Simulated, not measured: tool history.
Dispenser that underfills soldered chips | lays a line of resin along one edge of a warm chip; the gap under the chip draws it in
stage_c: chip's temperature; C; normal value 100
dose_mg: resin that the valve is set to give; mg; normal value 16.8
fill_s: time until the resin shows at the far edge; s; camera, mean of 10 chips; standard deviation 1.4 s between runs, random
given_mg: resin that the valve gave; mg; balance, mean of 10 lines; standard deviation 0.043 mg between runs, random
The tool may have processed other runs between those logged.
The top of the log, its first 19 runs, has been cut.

At hour 168.0: new syringe of resin.
Run 20, hour 169.3: usual settings but stage_c 96 C, dose_mg 20.3 mg. Result: fill_s 153.3 s, given_mg 19.38 mg.
Run 21, hour 177.3: usual settings but stage_c 96 C, dose_mg 20.3 mg. Result: fill_s 217.4 s, given_mg 19.48 mg.
At hour 178.6: new syringe of resin.
Run 22, hour 187.8: usual settings but stage_c 98 C, dose_mg 17.2 mg. Result: fill_s 213.3 s, given_mg 16.34 mg.
At hour 188.6: new syringe of resin.
At hour 193.7: dispensing valve cleaned and set on the balance.
Run 23, hour 194.3: usual settings but dose_mg 19.7 mg. Result: fill_s 158.9 s, given_mg 19.66 mg.
At hour 199.5: new syringe of resin.
Run 24, hour 201.8: usual settings but stage_c 108 C, dose_mg 16.0 mg. Result: fill_s 115.3 s, given_mg 16.02 mg.
Run 25, hour 208.8: usual settings but stage_c 110 C, dose_mg 16.2 mg. Result: fill_s 156.7 s, given_mg 16.15 mg.
At hour 209.8: new syringe of resin.
Run 26, hour 217.2: usual settings but stage_c 110 C, dose_mg 20.3 mg. Result: fill_s 133.8 s, given_mg 20.17 mg.
At hour 219.8: new syringe of resin.
Run 27, hour 224.7: usual settings but stage_c 90 C. Result: fill_s 221.0 s, given_mg 16.71 mg.
At hour 230.4: new syringe of resin.
Run 28, hour 235.7: usual settings but stage_c 90 C. Result: fill_s 221.6 s, given_mg 16.62 mg.
At hour 240.2: new syringe of resin.
Run 29, hour 247.0: usual settings but stage_c 90 C. Result: fill_s 240.7 s, given_mg 16.58 mg.
At hour 250.7: new syringe of resin.
Run 30, hour 254.6: usual settings but stage_c 90 C. Result: fill_s 208.4 s, given_mg 16.60 mg.
At hour 260.6: new syringe of resin.
Run 31, hour 261.2: usual settings but stage_c 96 C, dose_mg 20.2 mg. Result: fill_s 148.2 s, given_mg 19.91 mg.
At hour 270.8: new syringe of resin.
Run 32, hour 271.6: usual settings but stage_c 104 C, dose_mg 17.4 mg. Result: fill_s 116.3 s, given_mg 17.08 mg.
Run 33, hour 277.3: usual settings but stage_c 104 C, dose_mg 17.4 mg. Result: fill_s 150.5 s, given_mg 17.00 mg.
At hour 280.8: new syringe of resin.
Run 34, hour 283.9: usual settings but stage_c 104 C, dose_mg 17.4 mg. Result: fill_s 133.8 s, given_mg 17.05 mg.
At hour 291.2: new syringe of resin.
Run 35, hour 291.2: usual settings but stage_c 115 C, dose_mg 17.5 mg. Result: fill_s 84.6 s, given_mg 17.10 mg.
Run 36, hour 298.4: usual settings but stage_c 93 C, dose_mg 16.2 mg. Result: fill_s 225.8 s, given_mg 15.85 mg.

Below are 3 alternative next runs, each starting from the tool's condition after run 36. Predict each:
At hour 301.3: new syringe of resin.
Run A, hour 304.9: usual settings but stage_c 104 C, dose_mg 16.2 mg. Result: fill_s ?, given_mg ?.
At hour 301.3: new syringe of resin.
Run B, hour 304.9: usual settings but stage_c 85 C, dose_mg 17.8 mg. Result: fill_s ?, given_mg ?.
At hour 301.3: new syringe of resin.
Run C, hour 304.9: usual settings but dose_mg 15.0 mg. Result: fill_s ?, given_mg ?.

run  fill_s  given_mg
  A   137.0     15.80
  B   241.9     17.32
  C   156.2     14.63
With the hidden condition removed and each run's random variation left untouched, the same runs would have given:
run  fill_s  given_mg
  A   118.4     16.19
  B   210.2     17.75
  C   134.8     14.99

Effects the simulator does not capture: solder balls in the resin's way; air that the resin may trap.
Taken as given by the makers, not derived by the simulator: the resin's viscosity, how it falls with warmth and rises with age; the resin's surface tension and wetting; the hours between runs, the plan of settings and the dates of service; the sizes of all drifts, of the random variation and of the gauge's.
